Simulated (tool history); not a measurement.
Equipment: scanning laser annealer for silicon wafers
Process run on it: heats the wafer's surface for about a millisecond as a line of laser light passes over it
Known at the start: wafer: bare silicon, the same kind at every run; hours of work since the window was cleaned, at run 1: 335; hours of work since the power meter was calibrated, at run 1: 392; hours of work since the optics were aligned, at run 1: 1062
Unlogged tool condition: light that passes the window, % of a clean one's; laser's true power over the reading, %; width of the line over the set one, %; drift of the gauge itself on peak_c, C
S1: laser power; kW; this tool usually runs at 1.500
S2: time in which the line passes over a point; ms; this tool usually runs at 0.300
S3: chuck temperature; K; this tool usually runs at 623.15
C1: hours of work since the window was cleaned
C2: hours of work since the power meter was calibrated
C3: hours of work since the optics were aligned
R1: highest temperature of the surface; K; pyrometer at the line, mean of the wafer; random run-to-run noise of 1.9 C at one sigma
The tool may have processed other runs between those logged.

| run | hour | S1 | S2 | S3 | C1 | C2 | C3 | R1 |
|---|---|---|---|---|---|---|---|---|
| 1 | 0.0 | 1.500 | 0.300 | 623.15 | 335 | 392 | 1062 | 1376.15 |
| 2 | 73.5 | 1.500 | 0.300 | 644.15 | 368 | 426 | 1096 | 1397.15 |
| 3 | 115.0 | 1.500 | 0.300 | 644.15 | 388 | 445 | 1115 | 1397.15 |
| 4 | 163.2 | 1.500 | 0.300 | 644.15 | 410 | 467 | 1137 | 1395.15 |
| 5 | 227.9 | 1.500 | 0.300 | 655.15 | 440 | 497 | 1167 | 1407.15 |
| 6 | 281.5 | 1.500 | 0.300 | 655.15 | 464 | 522 | 1192 | 1406.15 |
| 7 | 355.9 | 1.500 | 0.300 | 655.15 | 499 | 556 | 1226 | 1408.15 |
| 8 | 424.3 | 1.500 | 0.300 | 623.15 | 530 | 588 | 1258 | 1378.15 |
| 9 | 458.0 | 1.500 | 0.300 | 623.15 | 546 | 603 | 1273 | 1374.15 |
| 10 | 506.5 | 1.500 | 0.300 | 623.15 | 568 | 626 | 1295 | 1376.15 |
| 11 | 540.2 | 1.500 | 0.300 | 591.15 | 584 | 641 | 1311 | 1343.15 |
| 12 | 600.7 | 1.500 | 0.300 | 623.15 | 612 | 669 | 1339 | 1373.15 |
| 13 | 669.7 | 1.500 | 0.300 | 623.15 | 643 | 701 | 1371 | 1373.15 |
|  | 707.0 | window over the wafer cleaned |
| 14 | 731.9 | 1.500 | 0.300 | 623.15 | 11 | 729 | 1398 | 1377.15 |
| 15 | 813.5 | 1.500 | 0.300 | 623.15 | 49 | 766 | 1436 | 1373.15 |
| 16 | 875.4 | 1.500 | 0.300 | 623.15 | 78 | 795 | 1465 | 1377.15 |
| 17 | 936.4 | 1.500 | 0.300 | 623.15 | 106 | 823 | 1493 | 1376.15 |
| 18 | 1007.5 | 1.500 | 0.300 | 623.15 | 139 | 856 | 1526 | 1377.15 |
| 19 | 1043.0 | 1.500 | 0.300 | 623.15 | 155 | 872 | 1542 | 1375.15 |
| 20 | 1117.3 | 1.500 | 0.370 | 623.15 | 189 | 906 | 1576 | 1451.15 |
|  | 1162.2 | optics aligned, line set to its width |
| 21 | 1178.1 | 1.500 | 0.300 | 623.15 | 215 | 932 | 7 | 1374.15 |
| 22 | 1215.5 | 1.375 | 0.300 | 623.15 | 232 | 949 | 25 | 1308.15 |
| 23 | 1254.4 | 1.377 | 0.300 | 623.15 | 250 | 967 | 43 | 1311.15 |
| 24 | 1332.8 | 1.500 | 0.300 | 609.15 | 286 | 1003 | 79 | 1361.15 |
| 25 | 1379.7 | 1.500 | 0.300 | 609.15 | 308 | 1025 | 100 | 1361.15 |
| 26 | 1454.4 | 1.339 | 0.344 | 609.15 | 342 | 1060 | 135 | 1319.15 |
| 27 | 1537.3 | 1.425 | 0.283 | 623.15 | 381 | 1098 | 173 | 1320.15 |
| 28 | 1581.0 | 1.540 | 0.224 | 651.15 | 401 | 1118 | 193 | 1329.15 |
| 29 | 1640.0 | 1.540 | 0.224 | 599.15 | 428 | 1145 | 220 | 1276.15 |
| 30 | 1709.8 | 1.540 | 0.224 | 599.15 | 460 | 1177 | 253 | 1273.15 |
| 31 | 1757.6 | 1.588 | 0.228 | 618.15 | 482 | 1199 | 275 | 1320.15 |
| 32 | 1798.5 | 1.500 | 0.210 | 623.15 | 501 | 1218 | 293 | 1261.15 |
| 33 | 1875.1 | 1.500 | 0.262 | 638.15 | 536 | 1253 | 329 | 1345.15 |
| 34 | 1935.8 | 1.500 | 0.262 | 638.15 | 564 | 1281 | 357 | 1346.15 |
| 35 | 2017.7 | 1.500 | 0.262 | 638.15 | 602 | 1319 | 394 | 1345.15 |
| 36 | 2096.3 | 1.489 | 0.300 | 637.15 | 638 | 1356 | 431 | 1383.15 |
|  | 2147.1 | window over the wafer cleaned |
| 37 | 2163.3 | 1.523 | 0.300 | 595.15 | 7 | 1385 | 461 | 1362.15 |
| 38 | 2216.1 | 1.523 | 0.300 | 595.15 | 32 | 1410 | 485 | 1361.15 |
| 39 | 2284.4 | 1.523 | 0.300 | 595.15 | 63 | 1441 | 517 | 1361.15 |
| 40 | 2332.3 | 1.479 | 0.231 | 613.15 | 85 | 1463 | 539 | 1270.15 |
| 41 | 2370.9 | 1.553 | 0.300 | 609.15 | 103 | 1481 | 556 | 1389.15 |

Hidden state at the last listed run before each entry between runs and at the first one after, where it differs:
From run 13 to run 14: window over the wafer cleaned (hour 707.0)
  light that passes the window, % of a clean one's: 99.93 -> 100; width of the line over the set one, %: 0.09 -> 0.1
From run 20 to run 21: optics aligned, line set to its width (hour 1162.2)
  width of the line over the set one, %: 0.11 -> 0
From run 36 to run 37: window over the wafer cleaned (hour 2147.1)
  light that passes the window, % of a clean one's: 99.92 -> 99.99; laser's true power over the reading, %: 0 -> 0.01
